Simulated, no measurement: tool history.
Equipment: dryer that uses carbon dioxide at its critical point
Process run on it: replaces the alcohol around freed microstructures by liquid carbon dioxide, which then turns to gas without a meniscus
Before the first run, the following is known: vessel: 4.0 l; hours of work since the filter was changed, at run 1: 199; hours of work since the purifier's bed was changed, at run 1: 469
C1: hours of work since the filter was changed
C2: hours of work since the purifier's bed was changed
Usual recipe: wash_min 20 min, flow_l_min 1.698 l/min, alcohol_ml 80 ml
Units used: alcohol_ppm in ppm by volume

{"run": 1, "hour": 0.0, "wash_min": 20, "flow_l_min": 1.698, "alcohol_ml": 80, "C1": 199, "C2": 469, "alcohol_ppm": 88}
{"run": 2, "hour": 41.7, "wash_min": 20, "flow_l_min": 1.698, "alcohol_ml": 80, "C1": 226, "C2": 496, "alcohol_ppm": 84}
{"run": 3, "hour": 76.1, "wash_min": 20, "flow_l_min": 1.698, "alcohol_ml": 80, "C1": 247, "C2": 517, "alcohol_ppm": 90}
{"hour": 96.1, "done": "inlet filter changed"}
{"run": 4, "hour": 111.4, "wash_min": 20, "flow_l_min": 1.698, "alcohol_ml": 80, "C1": 10, "C2": 539, "alcohol_ppm": 81}
{"run": 5, "hour": 135.2, "wash_min": 20, "flow_l_min": 1.698, "alcohol_ml": 106, "C1": 25, "C2": 554, "alcohol_ppm": 96}
{"run": 6, "hour": 170.4, "wash_min": 20, "flow_l_min": 1.698, "alcohol_ml": 64, "C1": 47, "C2": 576, "alcohol_ppm": 78}
{"run": 7, "hour": 202.8, "wash_min": 20, "flow_l_min": 1.698, "alcohol_ml": 64, "C1": 67, "C2": 597, "alcohol_ppm": 91}
{"run": 8, "hour": 244.7, "wash_min": 20, "flow_l_min": 1.698, "alcohol_ml": 64, "C1": 94, "C2": 623, "alcohol_ppm": 89}
{"run": 9, "hour": 266.3, "wash_min": 20, "flow_l_min": 2.45, "alcohol_ml": 80, "C1": 107, "C2": 637, "alcohol_ppm": 93}
{"run": 10, "hour": 311.1, "wash_min": 20, "flow_l_min": 1.698, "alcohol_ml": 28, "C1": 135, "C2": 665, "alcohol_ppm": 98}
{"run": 11, "hour": 355.8, "wash_min": 15, "flow_l_min": 1.698, "alcohol_ml": 80, "C1": 164, "C2": 693, "alcohol_ppm": 176}
{"run": 12, "hour": 383.3, "wash_min": 19, "flow_l_min": 1.698, "alcohol_ml": 80, "C1": 181, "C2": 710, "alcohol_ppm": 117}
{"run": 13, "hour": 416.6, "wash_min": 19, "flow_l_min": 1.53, "alcohol_ml": 80, "C1": 202, "C2": 731, "alcohol_ppm": 143}
{"run": 14, "hour": 454.0, "wash_min": 19, "flow_l_min": 1.53, "alcohol_ml": 80, "C1": 225, "C2": 755, "alcohol_ppm": 157}
{"run": 15, "hour": 484.4, "wash_min": 25, "flow_l_min": 1.53, "alcohol_ml": 80, "C1": 245, "C2": 774, "alcohol_ppm": 113}
{"hour": 510.7, "done": "inlet filter changed"}
{"hour": 519.6, "done": "purifier's bed changed"}
{"run": 16, "hour": 523.1, "wash_min": 25, "flow_l_min": 1.53, "alcohol_ml": 80, "C1": 6, "C2": 2, "alcohol_ppm": 9}
{"run": 17, "hour": 544.8, "wash_min": 25, "flow_l_min": 1.53, "alcohol_ml": 80, "C1": 20, "C2": 16, "alcohol_ppm": 17}
{"run": 18, "hour": 584.5, "wash_min": 25, "flow_l_min": 1.53, "alcohol_ml": 80, "C1": 45, "C2": 41, "alcohol_ppm": 19}
{"run": 19, "hour": 618.7, "wash_min": 20, "flow_l_min": 1.698, "alcohol_ml": 28, "C1": 66, "C2": 62, "alcohol_ppm": 17}
{"run": 20, "hour": 662.4, "wash_min": 20, "flow_l_min": 2.67, "alcohol_ml": 28, "C1": 94, "C2": 90, "alcohol_ppm": 19}
{"run": 21, "hour": 706.5, "wash_min": 22, "flow_l_min": 1.698, "alcohol_ml": 80, "C1": 122, "C2": 118, "alcohol_ppm": 26}
{"run": 22, "hour": 746.9, "wash_min": 22, "flow_l_min": 1.698, "alcohol_ml": 80, "C1": 147, "C2": 143, "alcohol_ppm": 30}
{"run": 23, "hour": 776.8, "wash_min": 20, "flow_l_min": 1.698, "alcohol_ml": 80, "C1": 166, "C2": 162, "alcohol_ppm": 45}
{"run": 24, "hour": 799.2, "wash_min": 20, "flow_l_min": 1.698, "alcohol_ml": 80, "C1": 180, "C2": 176, "alcohol_ppm": 41}
{"run": 25, "hour": 823.5, "wash_min": 20, "flow_l_min": 1.21, "alcohol_ml": 51, "C1": 195, "C2": 192, "alcohol_ppm": 107}
{"run": 26, "hour": 847.0, "wash_min": 25, "flow_l_min": 1.04, "alcohol_ml": 108, "C1": 210, "C2": 206, "alcohol_ppm": 144}
{"run": 27, "hour": 869.3, "wash_min": 25, "flow_l_min": 1.04, "alcohol_ml": 108, "C1": 224, "C2": 220, "alcohol_ppm": 150}
{"run": 28, "hour": 902.9, "wash_min": 20, "flow_l_min": 1.62, "alcohol_ml": 80, "C1": 245, "C2": 242, "alcohol_ppm": 65}
{"hour": 927.9, "done": "inlet filter changed"}
{"run": 29, "hour": 941.2, "wash_min": 29, "flow_l_min": 1.15, "alcohol_ml": 89, "C1": 8, "C2": 265, "alcohol_ppm": 53}
{"run": 30, "hour": 975.2, "wash_min": 16, "flow_l_min": 1.18, "alcohol_ml": 44, "C1": 30, "C2": 286, "alcohol_ppm": 189}
{"run": 31, "hour": 1013.5, "wash_min": 20, "flow_l_min": 1.35, "alcohol_ml": 73, "C1": 54, "C2": 311, "alcohol_ppm": 92}
{"run": 32, "hour": 1036.7, "wash_min": 29, "flow_l_min": 2.17, "alcohol_ml": 27, "C1": 69, "C2": 325, "alcohol_ppm": 52}
{"run": 33, "hour": 1079.7, "wash_min": 20, "flow_l_min": 1.35, "alcohol_ml": 35, "C1": 96, "C2": 352, "alcohol_ppm": 69}
{"run": 34, "hour": 1119.8, "wash_min": 22, "flow_l_min": 1.41, "alcohol_ml": 35, "C1": 121, "C2": 378, "alcohol_ppm": 73}
{"run": 35, "hour": 1139.5, "wash_min": 23, "flow_l_min": 1.42, "alcohol_ml": 21, "C1": 133, "C2": 390, "alcohol_ppm": 68}
{"run": 36, "hour": 1167.4, "wash_min": 20, "flow_l_min": 2.65, "alcohol_ml": 80, "C1": 151, "C2": 408, "alcohol_ppm": 61}
{"run": 37, "hour": 1211.5, "wash_min": 22, "flow_l_min": 2.82, "alcohol_ml": 35, "C1": 179, "C2": 435, "alcohol_ppm": 64}
{"run": 38, "hour": 1237.2, "wash_min": 24, "flow_l_min": 1.17, "alcohol_ml": 96, "C1": 195, "C2": 452, "alcohol_ppm": 126}
{"run": 39, "hour": 1256.5, "wash_min": 24, "flow_l_min": 1.17, "alcohol_ml": 96, "C1": 207, "C2": 464, "alcohol_ppm": 123}
{"run": 40, "hour": 1297.0, "wash_min": 16, "flow_l_min": 2.4, "alcohol_ml": 35, "C1": 233, "C2": 489, "alcohol_ppm": 81}
{"hour": 1341.5, "done": "inlet filter changed"}
{"run": 41, "hour": 1341.5, "wash_min": 16, "flow_l_min": 2.4, "alcohol_ml": 33, "C1": 0, "C2": 517, "alcohol_ppm": 85}
{"run": 42, "hour": 1360.9, "wash_min": 16, "flow_l_min": 2.4, "alcohol_ml": 33, "C1": 12, "C2": 529, "alcohol_ppm": 87}
{"run": 43, "hour": 1382.6, "wash_min": 16, "flow_l_min": 2.4, "alcohol_ml": 33, "C1": 26, "C2": 543, "alcohol_ppm": 83}
{"run": 44, "hour": 1426.4, "wash_min": 20, "flow_l_min": 2.62, "alcohol_ml": 35, "C1": 53, "C2": 570, "alcohol_ppm": 85}
{"run": 45, "hour": 1459.2, "wash_min": 20, "flow_l_min": 2.62, "alcohol_ml": 35, "C1": 74, "C2": 591, "alcohol_ppm": 88}
{"run": 46, "hour": 1494.3, "wash_min": 31, "flow_l_min": 1.1, "alcohol_ml": 51, "C1": 96, "C2": 613, "alcohol_ppm": 91}
{"run": 47, "hour": 1517.3, "wash_min": 26, "flow_l_min": 1.67, "alcohol_ml": 80, "C1": 111, "C2": 627, "alcohol_ppm": 105}
{"run": 48, "hour": 1557.9, "wash_min": 20, "flow_l_min": 1.37, "alcohol_ml": 110, "C1": 136, "C2": 653, "alcohol_ppm": 164}

Hidden condition of the tool, last listed run before each entry between runs versus first listed run after:
Between runs 3 and 4: inlet filter changed (hour 96.1)
  flow that reaches the vessel past the clogged filter, %: 88.9 -> 99.4; alcohol in the recycled carbon dioxide, ppm: 77 -> 80.2
  difference, measured minus the result without the unlogged condition, alcohol_ppm: +80 -> +74 ppm by volume
Between runs 15 and 16: inlet filter changed (hour 510.7); purifier's bed changed (hour 519.6)
  flow that reaches the vessel past the clogged filter, %: 89.6 -> 99.5; alcohol in the recycled carbon dioxide, ppm: 113.4 -> 8.4
  difference, measured minus the result without the unlogged condition, alcohol_ppm: +110 -> +3 ppm by volume
Between runs 28 and 29: inlet filter changed (hour 927.9)
  flow that reaches the vessel past the clogged filter, %: 89.8 -> 99.4; alcohol in the recycled carbon dioxide, ppm: 41.1 -> 44.7
  difference, measured minus the result without the unlogged condition, alcohol_ppm: +48 -> +40 ppm by volume
Between runs 40 and 41: inlet filter changed (hour 1341.5)
  flow that reaches the vessel past the clogged filter, %: 90.3 -> 99.8; alcohol in the recycled carbon dioxide, ppm: 75.1 -> 79
  difference, measured minus the result without the unlogged condition, alcohol_ppm: +69 -> +73 ppm by volume
